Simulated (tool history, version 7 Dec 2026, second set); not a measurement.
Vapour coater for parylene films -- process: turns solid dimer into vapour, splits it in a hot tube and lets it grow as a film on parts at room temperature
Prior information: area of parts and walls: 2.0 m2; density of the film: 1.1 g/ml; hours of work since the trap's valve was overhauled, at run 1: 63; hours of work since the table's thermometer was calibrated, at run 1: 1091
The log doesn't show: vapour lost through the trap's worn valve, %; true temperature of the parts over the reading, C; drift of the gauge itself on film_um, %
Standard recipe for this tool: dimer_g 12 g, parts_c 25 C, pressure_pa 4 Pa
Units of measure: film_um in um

run,hour,dimer_g,parts_c,pressure_pa,hours of work since the trap's valve was overhauled,hours of work since the table's thermometer was calibrated,film_um
1,0,12,25,4,63,1091,2.94
2,50.6,12,25,4,89,1117,2.94
3,93,12,30,4,111,1139,2.36
4,120.8,12,25,4.95,125,1153,2.84
5,151.1,12,25,4.95,140,1168,2.86
6,212,11,25,4,171,1199,2.72
7,256.9,11,25,4,194,1222,2.69
8,284.9,12,25,4,208,1236,2.93
9,344.9,12,28,4,239,1267,2.55
10,399,12,28,4,267,1295,2.54
11,447,12,25,4,291,1319,2.9
12,504.5,12,25,4,320,1348,2.84
13,543.6,12,25,4,340,1368,2.87
14,580.6,12,25,3.6,359,1387,2.91
15,617.6,12,25,5.25,378,1406,2.75
16,658.2,12,25,5.25,399,1427,2.75
17,713.3,12,25,4.12,427,1455,2.84
18,741.2,12,25,4,441,1469,2.83
19,778,12,25,4,460,1488,2.82
20,826.4,12,29,4,485,1513,2.4
21,880,12,29,6.52,512,1540,2.18
22,925.9,12,29,6.52,535,1563,2.22
# hour 976.6: trap's valve overhauled
23,982.3,12,25,4,3,1590,2.91
24,1047.9,21,20,4,36,1623,6.37
25,1079.5,21,20,4,52,1639,6.3
26,1147.1,21,20,4,87,1674,6.31
27,1179.2,21,20,4,103,1690,6.22
28,1236.6,12,27,4.26,133,1720,2.61
29,1296.6,12,27,4.26,163,1750,2.62
30,1353.4,12,27,4.26,192,1779,2.57
31,1407.4,14,23,4.26,220,1807,3.58
32,1438.6,14,23,4.26,236,1823,3.59
33,1499.7,8,18,4.26,267,1854,2.55
34,1544.2,8,18,4.26,289,1876,2.52
35,1577.9,8,18,4.26,307,1894,2.5
36,1634.9,5,17,2.69,336,1923,1.8
37,1678.4,5,17,2.69,358,1945,1.79
38,1722.9,6,20,3.65,380,1967,1.78
39,1761,6,20,3.65,400,1987,1.77
40,1825.6,15,20,7.64,433,2020,3.96
41,1882.4,15,20,7.64,462,2049,3.93
42,1918.5,6,33,9.58,480,2067,0.89
43,1976.9,6,33,9.58,510,2097,0.85
44,2043.9,11,36,3.88,544,2131,1.6
# hour 2079.2: trap's valve overhauled
45,2085.5,11,25,4,3,2150,2.64
46,2136.8,11,25,4,29,2176,2.65

What would each run have given without the hidden state, its run-to-run variation left as it was?
run,film_um
1,3.05
2,3.06
3,2.46
4,2.97
5,2.99
6,2.85
7,2.83
8,3.09
9,2.7
10,2.7
11,3.08
12,3.03
13,3.07
14,3.12
15,2.95
16,2.96
17,3.06
18,3.06
19,3.06
20,2.6
21,2.38
22,2.42
23,3.05
24,6.71
25,6.65
26,6.68
27,6.6
28,2.78
29,2.8
30,2.75
31,3.84
32,3.87
33,2.75
34,2.73
35,2.72
36,1.96
37,1.95
38,1.94
39,1.94
40,4.35
41,4.33
42,0.98
43,0.94
44,1.78
45,2.81
46,2.82

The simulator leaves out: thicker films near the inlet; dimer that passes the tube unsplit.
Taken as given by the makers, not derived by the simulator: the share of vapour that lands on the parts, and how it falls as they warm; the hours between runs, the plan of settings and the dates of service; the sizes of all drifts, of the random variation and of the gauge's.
